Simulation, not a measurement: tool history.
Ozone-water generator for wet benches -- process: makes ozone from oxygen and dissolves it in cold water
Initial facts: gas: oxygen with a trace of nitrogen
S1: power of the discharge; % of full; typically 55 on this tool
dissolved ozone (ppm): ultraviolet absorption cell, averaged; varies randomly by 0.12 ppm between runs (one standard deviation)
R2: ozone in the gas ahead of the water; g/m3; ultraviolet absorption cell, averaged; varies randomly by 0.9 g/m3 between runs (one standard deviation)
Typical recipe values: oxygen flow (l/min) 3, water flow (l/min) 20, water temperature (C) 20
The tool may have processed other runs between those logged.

Run 1, hour 0: usual settings. Result: dissolved ozone (ppm) 11, R2 142.9 g/m3.
Run 2, hour 103: usual settings. Result: dissolved ozone (ppm) 10.9, R2 145.6 g/m3.
Run 3, hour 221.8: usual settings but oxygen flow (l/min) 1.86. Result: dissolved ozone (ppm) 9, R2 170.1 g/m3.
At hour 278.1: water thermometer calibrated.
Run 4, hour 338.8: usual settings but oxygen flow (l/min) 3.16. Result: dissolved ozone (ppm) 11, R2 139.7 g/m3.
Run 5, hour 402.2: usual settings but S1 97 % of full. Result: dissolved ozone (ppm) 16.5, R2 221.3 g/m3.
Run 6, hour 510.9: usual settings but S1 97 % of full. Result: dissolved ozone (ppm) 16.6, R2 222 g/m3.
Run 7, hour 583: usual settings but S1 48 % of full. Result: dissolved ozone (ppm) 9.7, R2 127.9 g/m3.
Run 8, hour 639.6: usual settings. Result: dissolved ozone (ppm) 10.7, R2 144.5 g/m3.
At hour 700.5: water thermometer calibrated, once more.
Run 9, hour 752.8: usual settings. Result: dissolved ozone (ppm) 10.6, R2 143 g/m3.
Run 10, hour 858.4: usual settings but oxygen flow (l/min) 1.76. Result: dissolved ozone (ppm) 8.7, R2 172.1 g/m3.
Run 11, hour 913.4: usual settings but oxygen flow (l/min) 3.89. Result: dissolved ozone (ppm) 11.7, R2 130.6 g/m3.
Run 12, hour 1025.9: usual settings. Result: dissolved ozone (ppm) 10.7, R2 139.5 g/m3.
Run 13, hour 1124.9: usual settings. Result: dissolved ozone (ppm) 10.4, R2 141.4 g/m3.
Run 14, hour 1236.5: usual settings. Result: dissolved ozone (ppm) 10.4, R2 143.4 g/m3.
Run 15, hour 1332.9: usual settings. Result: dissolved ozone (ppm) 10.3, R2 142 g/m3.
Run 16, hour 1433.6: usual settings. Result: dissolved ozone (ppm) 10.5, R2 143.5 g/m3.
Run 17, hour 1523.6: usual settings but water flow (l/min) 30. Result: dissolved ozone (ppm) 7.4, R2 140.6 g/m3.
Run 18, hour 1619.6: usual settings but oxygen flow (l/min) 1.53, water flow (l/min) 27. Result: dissolved ozone (ppm) 5.9, R2 177.5 g/m3.
Run 19, hour 1709.1: usual settings but oxygen flow (l/min) 1.53, water flow (l/min) 27. Result: dissolved ozone (ppm) 6, R2 180 g/m3.
Run 20, hour 1793.7: usual settings but S1 54 % of full, oxygen flow (l/min) 2.21, water temperature (C) 13. Result: dissolved ozone (ppm) 9.9, R2 155.8 g/m3.
Run 21, hour 1899.6: usual settings but S1 52 % of full, oxygen flow (l/min) 3.25, water flow (l/min) 29, water temperature (C) 23. Result: dissolved ozone (ppm) 7.3, R2 130.5 g/m3.
Run 22, hour 2019.5: usual settings but S1 78 % of full, oxygen flow (l/min) 3.25, water flow (l/min) 29, water temperature (C) 23. Result: dissolved ozone (ppm) 9.8, R2 176.7 g/m3.
Run 23, hour 2076.1: usual settings but S1 78 % of full, oxygen flow (l/min) 4.07, water flow (l/min) 29, water temperature (C) 23. Result: dissolved ozone (ppm) 10.5, R2 163.5 g/m3.
Run 24, hour 2189: usual settings but water temperature (C) 27. Result: dissolved ozone (ppm) 9.5, R2 140.1 g/m3.
Run 25, hour 2285.3: usual settings but S1 43 % of full, oxygen flow (l/min) 2.27, water flow (l/min) 19, water temperature (C) 26. Result: dissolved ozone (ppm) 7.7, R2 128.5 g/m3.
Run 26, hour 2334.6: usual settings but S1 45 % of full, oxygen flow (l/min) 2.27, water temperature (C) 25. Result: dissolved ozone (ppm) 7.7, R2 133.4 g/m3.
Run 27, hour 2394.4: usual settings but S1 88 % of full, oxygen flow (l/min) 2.83. Result: dissolved ozone (ppm) 14.2, R2 202.9 g/m3.
Run 28, hour 2494.2: usual settings but S1 88 % of full, oxygen flow (l/min) 2.83, water flow (l/min) 19, water temperature (C) 13. Result: dissolved ozone (ppm) 15.9, R2 201.1 g/m3.
Run 29, hour 2559.1: usual settings but S1 88 % of full, oxygen flow (l/min) 2.83, water flow (l/min) 19, water temperature (C) 13. Result: dissolved ozone (ppm) 16, R2 202.4 g/m3.
Run 30, hour 2642.3: usual settings but S1 88 % of full, oxygen flow (l/min) 2.83, water flow (l/min) 19, water temperature (C) 13. Result: dissolved ozone (ppm) 16.1, R2 201.7 g/m3.
Run 31, hour 2743.3: usual settings but S1 93 % of full, oxygen flow (l/min) 1.85, water flow (l/min) 19, water temperature (C) 13. Result: dissolved ozone (ppm) 13.9, R2 242.5 g/m3.
Run 32, hour 2826.6: usual settings but S1 96 % of full, oxygen flow (l/min) 2.47, water temperature (C) 28. Result: dissolved ozone (ppm) 13.1, R2 222.7 g/m3.
Run 33, hour 2889.9: usual settings but S1 96 % of full, oxygen flow (l/min) 2.47, water temperature (C) 28. Result: dissolved ozone (ppm) 13, R2 224.4 g/m3.

Below, some changes in dissolved ozone (ppm) between adjacent runs. For each, the amount present without the hidden state too (settings, incoming material, random variation) and the amount remaining for the hidden state with gauge scatter not shared by both compared results:
Unlogged tool condition in this case: yield of the discharge, % of new electrodes'; contactor's efficiency, % of a clean one's; true water temperature over the reading, C; drift of the gauge itself on ozone_ppm, %; drift of the gauge itself on gas_g_m3, %.
Run 4 -> 5: S1 55 -> 97, oxygen flow (l/min) 3.16 -> 3. dissolved ozone (ppm) +5.5: hidden state -0.9, all else +6.4.
Run 6 -> 7: S1 97 -> 48. dissolved ozone (ppm) -6.9: hidden state +1.1, all else -8.
Run 26 -> 27: S1 45 -> 88, oxygen flow (l/min) 2.27 -> 2.83, water temperature (C) 25 -> 20. dissolved ozone (ppm) +6.5: hidden state -1.4, all else +7.9.
